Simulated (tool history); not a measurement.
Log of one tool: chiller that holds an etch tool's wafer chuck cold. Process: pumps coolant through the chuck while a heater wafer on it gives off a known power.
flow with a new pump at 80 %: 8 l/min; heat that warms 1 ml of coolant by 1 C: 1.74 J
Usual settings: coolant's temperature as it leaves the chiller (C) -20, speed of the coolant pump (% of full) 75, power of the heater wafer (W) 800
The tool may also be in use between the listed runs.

run   hour  coolant's temperature as it leaves the chiller (C)  speed of the coolant pump (% of full)  power of the heater wafer (W)  chuck's temperature once it has settled (C)  how much warmer the coolant comes back (C)
  1      0                                                 -20                                     75                            800                                        -13.5                                        3.69
  2   25.4                                                 -20                                     75                            800                                        -13.3                                        3.65
  3   69.5                                                 -20                                     75                            800                                        -13.3                                        3.65
  4   99.8                                                 -20                                     75                            800                                        -13.3                                         3.7
  5  149.7                                                 -20                                     75                            800                                        -13.4                                        3.71
  6  183.5                                                 -20                                     75                            800                                        -13.6                                        3.62
  7  221.3                                                 -20                                     75                            566                                        -15.5                                         2.6
  8  244.8                                                 -20                                     75                            566                                        -15.3                                        2.64
  9  265.6                                                 -20                                     75                            566                                        -15.2                                        2.58
 10  313.9                                                 -20                                     75                            800                                        -13.4                                        3.67
 11  338.7                                                 -20                                     75                            800                                        -13.3                                        3.74
 12  373.7                                                 -29                                     98                            800                                        -23.5                                        2.86
 13    420                                                 -18                                     60                           1113                                         -7.3                                        6.43
 14  443.1                                                 -18                                     60                           1113                                         -7.3                                        6.34
 15  484.9                                                 -16                                     60                            419                                        -11.9                                        2.44
 16  529.9                                                 -28                                     75                            956                                        -20.1                                        4.43
 17    579                                                 -28                                     75                            956                                        -20.2                                        4.39

Run 18 comes next. What will it give?
 18  614.1                                                 -12                                     75                            673                                            ?                                           ?

chuck's temperature once it has settled (C): -6.4
how much warmer the coolant comes back (C): 3.14
Without the tool's hidden state the same run would have given chuck's temperature once it has settled (C) -6.8, how much warmer the coolant comes back (C) 3.11.

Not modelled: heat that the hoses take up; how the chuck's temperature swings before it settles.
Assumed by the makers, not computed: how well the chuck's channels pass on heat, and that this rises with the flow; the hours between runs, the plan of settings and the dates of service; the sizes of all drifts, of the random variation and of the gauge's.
